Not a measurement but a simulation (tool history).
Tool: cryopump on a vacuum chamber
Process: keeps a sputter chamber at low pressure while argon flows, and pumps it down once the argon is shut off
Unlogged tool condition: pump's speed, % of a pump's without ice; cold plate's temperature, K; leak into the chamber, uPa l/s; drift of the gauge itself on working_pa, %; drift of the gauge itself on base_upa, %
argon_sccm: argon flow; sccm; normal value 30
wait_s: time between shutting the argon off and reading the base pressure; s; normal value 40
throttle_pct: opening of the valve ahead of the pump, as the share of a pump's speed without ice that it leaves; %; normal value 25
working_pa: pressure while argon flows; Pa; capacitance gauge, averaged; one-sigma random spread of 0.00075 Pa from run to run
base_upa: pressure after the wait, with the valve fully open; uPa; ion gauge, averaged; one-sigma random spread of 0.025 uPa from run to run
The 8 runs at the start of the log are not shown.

run	day	argon_sccm	wait_s	throttle_pct	hours of work since the pump was warmed up and emptied	hours of work since the cold head was overhauled	hours of work since the chamber's fittings were tightened	working_pa	base_upa
9	4.621	30	40	25	358	358	324	0.1436	1.50
10	5.050	30	40	25	365	365	331	0.1424	1.52
11	5.567	30	249	25	374	374	340	0.1425	0.81
12	6.075	30	40	25	383	383	349	0.1449	1.53
13	6.829	22	40	25	396	396	362	0.1058	1.59
14	7.600	22	40	25	409	409	375	0.1061	1.56
15	7.967	22	40	25	415	415	381	0.1043	1.57
16	8.725	22	40	25	428	428	394	0.1057	1.57
17	9.533	22	40	25	442	442	408	0.1052	1.58
18	10.075	22	40	25	451	451	418	0.1053	1.61
19	10.421	42	195	37	457	457	424	0.1392	0.99
20	11.154	27	40	40	470	470	436	0.0833	1.70

Estimate the outcome of run 21 from the log above:
21	11.988	27	40	40	484	484	451	?	?

{"run 21": {"working_pa": 0.0826, "base_upa": 1.65}}
With the hidden condition absent and the run-to-run variation left alone, this run would have shown working_pa 0.0768 Pa, base_upa 1.00 uPa.
